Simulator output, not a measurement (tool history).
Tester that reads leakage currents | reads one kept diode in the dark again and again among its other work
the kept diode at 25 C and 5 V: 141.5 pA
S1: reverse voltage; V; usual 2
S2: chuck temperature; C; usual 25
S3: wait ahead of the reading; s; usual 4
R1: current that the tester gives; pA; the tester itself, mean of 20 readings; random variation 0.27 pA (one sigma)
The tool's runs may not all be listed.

run,day,S1,S2,S3,R1
1,0,2,25,4,84.42
2,5.604,2,25,4,84.22
# day 7.979: chuck's temperature calibrated
3,8.55,2,29,4,117.57
4,13.833,2,25,4,85.54
5,17.088,15.34,25,4,252.68
6,20.012,15.34,25,4,253.26
# day 21.321: tester calibrated
7,22.933,15.34,25,4,256.86
8,27.821,15.34,25,4,256.89
9,31.829,1.47,25,4,73.88
10,35.312,1.47,25,4,73.71
11,40.371,2,25,0.89,87.19
12,43.783,2,25,0.89,87.04
13,46.071,2,25,0.89,86.79
14,51.679,2,25,4,85.66
15,57.142,2,56,4,767.26
16,60.879,2,25,4,85.26
17,63.767,2,25,4,85.13
18,66.612,2,25,1.42,85.53
19,71.833,2,25,1.42,85.34
20,76.879,2,25,1.42,85.79
21,80.975,2,25,1.42,84.75
22,84.333,8.37,32,6.07,309.41
23,89.283,8.37,32,1.54,310.18
24,93.3,2,49,1.3,477.41
25,95.842,2,49,1.3,475.2
26,99.221,12.09,60,1.3,2517.59
27,103.446,5.06,38,6.25,361.76
28,106.471,5.06,38,6.25,361.8
# day 107.654: chuck's temperature calibrated
29,109.704,9.23,20,3.3,133.2
30,113.858,1.21,20,3.36,44.32
31,116.396,1.21,20,3.36,44.26
32,118.704,14.66,49,0.44,1394.88
33,122.271,1.92,22,3.03,66.4
34,125.488,2,25,1.7,85.23
35,127.771,14.77,25,4,250.85
36,132.875,14.77,25,4,249.48
37,137.067,18.54,24,4.81,260.53
38,141.046,16.88,32,0.35,466.13
39,144.512,4.71,32,0.35,231.53
40,147.371,4.71,32,0.35,231.1

Measured less the same run without the tool's hidden state. The same run-to-run variation is in both; the gauge's scatter may not be:
The hidden state here: stray current of the dirty probe card, pA a volt; current scale over the true one, %; true chuck temperature over the reading, C; drift of the gauge itself on leakage_pa, %.
run,R1
1,-3.27
2,-3.5
3,-1.64
4,-1.36
5,-3.37
6,-3.63
7,+0.12
8,-0.36
9,-0.67
10,-0.77
11,-1.09
12,-1.24
13,-1.34
14,-1.57
15,-16.7
16,-1.95
17,-2.06
18,-2.18
19,-2.4
20,-2.63
21,-2.77
22,-9.87
23,-10.55
24,-19
25,-19.51
26,-101.17
27,-15.94
28,-16.46
29,+0.15
30,-0.75
31,-0.81
32,-31.55
33,-1.34
34,-2.02
35,-2.28
36,-2.72
37,-1.84
38,-10.56
39,-7.52
40,-7.82
